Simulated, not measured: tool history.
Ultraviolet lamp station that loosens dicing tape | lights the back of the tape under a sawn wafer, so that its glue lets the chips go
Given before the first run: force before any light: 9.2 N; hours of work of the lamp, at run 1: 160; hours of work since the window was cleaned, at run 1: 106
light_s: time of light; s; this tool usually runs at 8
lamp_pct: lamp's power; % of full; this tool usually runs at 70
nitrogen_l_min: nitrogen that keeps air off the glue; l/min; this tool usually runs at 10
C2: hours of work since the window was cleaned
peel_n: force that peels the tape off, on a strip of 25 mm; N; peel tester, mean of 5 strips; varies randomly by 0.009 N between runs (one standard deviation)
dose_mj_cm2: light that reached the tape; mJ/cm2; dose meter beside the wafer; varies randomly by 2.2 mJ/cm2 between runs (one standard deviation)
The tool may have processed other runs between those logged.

run 1 hour=0 | light_s=8 lamp_pct=70 nitrogen_l_min=10 | hours_of_work_of_the_lamp=160 C2=106 | peel_n=0.39 dose_mj_cm2=177
run 2 hour=12.6 | light_s=8 lamp_pct=70 nitrogen_l_min=3 | hours_of_work_of_the_lamp=166 C2=112 | peel_n=1.298 dose_mj_cm2=178
run 3 hour=25.6 | light_s=8 lamp_pct=70 nitrogen_l_min=10 | hours_of_work_of_the_lamp=172 C2=117 | peel_n=0.361 dose_mj_cm2=182
run 4 hour=39.2 | light_s=8 lamp_pct=70 nitrogen_l_min=10 | hours_of_work_of_the_lamp=178 C2=123 | peel_n=0.363 dose_mj_cm2=176
run 5 hour=52.8 | light_s=8 lamp_pct=70 nitrogen_l_min=10 | hours_of_work_of_the_lamp=184 C2=129 | peel_n=0.374 dose_mj_cm2=180
run 6 hour=65.4 | light_s=8 lamp_pct=70 nitrogen_l_min=10 | hours_of_work_of_the_lamp=189 C2=135 | peel_n=0.367 dose_mj_cm2=176
run 7 hour=79.7 | light_s=8 lamp_pct=70 nitrogen_l_min=5 | hours_of_work_of_the_lamp=195 C2=141 | peel_n=0.805 dose_mj_cm2=179
run 8 hour=88.4 | light_s=8 lamp_pct=70 nitrogen_l_min=5 | hours_of_work_of_the_lamp=199 C2=145 | peel_n=0.79 dose_mj_cm2=175
run 9 hour=98.2 | light_s=8 lamp_pct=70 nitrogen_l_min=10 | hours_of_work_of_the_lamp=204 C2=149 | peel_n=0.383 dose_mj_cm2=180
run 10 hour=112.5 | light_s=8 lamp_pct=70 nitrogen_l_min=10 | hours_of_work_of_the_lamp=210 C2=156 | peel_n=0.367 dose_mj_cm2=181
run 11 hour=126.5 | light_s=8 lamp_pct=70 nitrogen_l_min=10 | hours_of_work_of_the_lamp=216 C2=162 | peel_n=0.367 dose_mj_cm2=178
run 12 hour=143.2 | light_s=8 lamp_pct=69 nitrogen_l_min=10 | hours_of_work_of_the_lamp=223 C2=169 | peel_n=0.385 dose_mj_cm2=175
run 13 hour=152.3 | light_s=8 lamp_pct=70 nitrogen_l_min=10 | hours_of_work_of_the_lamp=227 C2=173 | peel_n=0.363 dose_mj_cm2=178
run 14 hour=168.4 | light_s=8 lamp_pct=70 nitrogen_l_min=10 | hours_of_work_of_the_lamp=235 C2=180 | peel_n=0.369 dose_mj_cm2=177
run 15 hour=180.3 | light_s=8 lamp_pct=70 nitrogen_l_min=10 | hours_of_work_of_the_lamp=240 C2=185 | peel_n=0.373 dose_mj_cm2=178
run 16 hour=195.2 | light_s=5 lamp_pct=98 nitrogen_l_min=4 | hours_of_work_of_the_lamp=246 C2=192 | peel_n=1.271 dose_mj_cm2=154
run 17 hour=211.3 | light_s=11 lamp_pct=70 nitrogen_l_min=16 | hours_of_work_of_the_lamp=253 C2=199 | peel_n=0.108 dose_mj_cm2=241
run 18 hour=219.8 | light_s=11 lamp_pct=70 nitrogen_l_min=16 | hours_of_work_of_the_lamp=257 C2=203 | peel_n=0.101 dose_mj_cm2=248
run 19 hour=236 | light_s=11 lamp_pct=70 nitrogen_l_min=16 | hours_of_work_of_the_lamp=264 C2=210 | peel_n=0.116 dose_mj_cm2=245
run 20 hour=249 | light_s=11 lamp_pct=70 nitrogen_l_min=16 | hours_of_work_of_the_lamp=270 C2=216 | peel_n=0.117 dose_mj_cm2=247
run 21 hour=261.3 | light_s=8 lamp_pct=70 nitrogen_l_min=6 | hours_of_work_of_the_lamp=275 C2=221 | peel_n=0.635 dose_mj_cm2=174
run 22 hour=274 | light_s=8 lamp_pct=70 nitrogen_l_min=6 | hours_of_work_of_the_lamp=281 C2=227 | peel_n=0.627 dose_mj_cm2=178
run 23 hour=282.4 | light_s=5 lamp_pct=87 nitrogen_l_min=10 | hours_of_work_of_the_lamp=285 C2=230 | peel_n=0.706 dose_mj_cm2=136
run 24 hour=294.5 | light_s=5 lamp_pct=87 nitrogen_l_min=10 | hours_of_work_of_the_lamp=290 C2=236 | peel_n=0.71 dose_mj_cm2=137
run 25 hour=304.7 | light_s=7 lamp_pct=87 nitrogen_l_min=8 | hours_of_work_of_the_lamp=295 C2=240 | peel_n=0.393 dose_mj_cm2=193
run 26 hour=322.1 | light_s=11 lamp_pct=91 nitrogen_l_min=11 | hours_of_work_of_the_lamp=302 C2=248 | peel_n=0.097 dose_mj_cm2=322
run 27 hour=331.6 | light_s=11 lamp_pct=91 nitrogen_l_min=11 | hours_of_work_of_the_lamp=306 C2=252 | peel_n=0.099 dose_mj_cm2=319
run 28 hour=342.2 | light_s=8 lamp_pct=98 nitrogen_l_min=16 | hours_of_work_of_the_lamp=311 C2=257 | peel_n=0.1 dose_mj_cm2=248

What if the next run were any one of these 5? Each begins from the tool's condition after run 28:
run A hour=350.9 | light_s=8 lamp_pct=70 nitrogen_l_min=12 | hours_of_work_of_the_lamp=315 C2=261 | peel_n=? dose_mj_cm2=?
run B hour=350.9 | light_s=11 lamp_pct=70 nitrogen_l_min=10 | hours_of_work_of_the_lamp=315 C2=261 | peel_n=? dose_mj_cm2=?
run C hour=350.9 | light_s=7 lamp_pct=70 nitrogen_l_min=10 | hours_of_work_of_the_lamp=315 C2=261 | peel_n=? dose_mj_cm2=?
run D hour=350.9 | light_s=5 lamp_pct=70 nitrogen_l_min=7 | hours_of_work_of_the_lamp=315 C2=261 | peel_n=? dose_mj_cm2=?
run E hour=350.9 | light_s=8 lamp_pct=89 nitrogen_l_min=10 | hours_of_work_of_the_lamp=315 C2=261 | peel_n=? dose_mj_cm2=?

run=A peel_n=0.314 dose_mj_cm2=180
run=B peel_n=0.158 dose_mj_cm2=246
run=C peel_n=0.548 dose_mj_cm2=156
run=D peel_n=1.513 dose_mj_cm2=110
run=E peel_n=0.202 dose_mj_cm2=226
What these runs would have given with no unlogged condition in the tool:
run=A peel_n=0.313 dose_mj_cm2=180
run=B peel_n=0.157 dose_mj_cm2=247
run=C peel_n=0.545 dose_mj_cm2=156
run=D peel_n=1.508 dose_mj_cm2=110
run=E peel_n=0.201 dose_mj_cm2=226

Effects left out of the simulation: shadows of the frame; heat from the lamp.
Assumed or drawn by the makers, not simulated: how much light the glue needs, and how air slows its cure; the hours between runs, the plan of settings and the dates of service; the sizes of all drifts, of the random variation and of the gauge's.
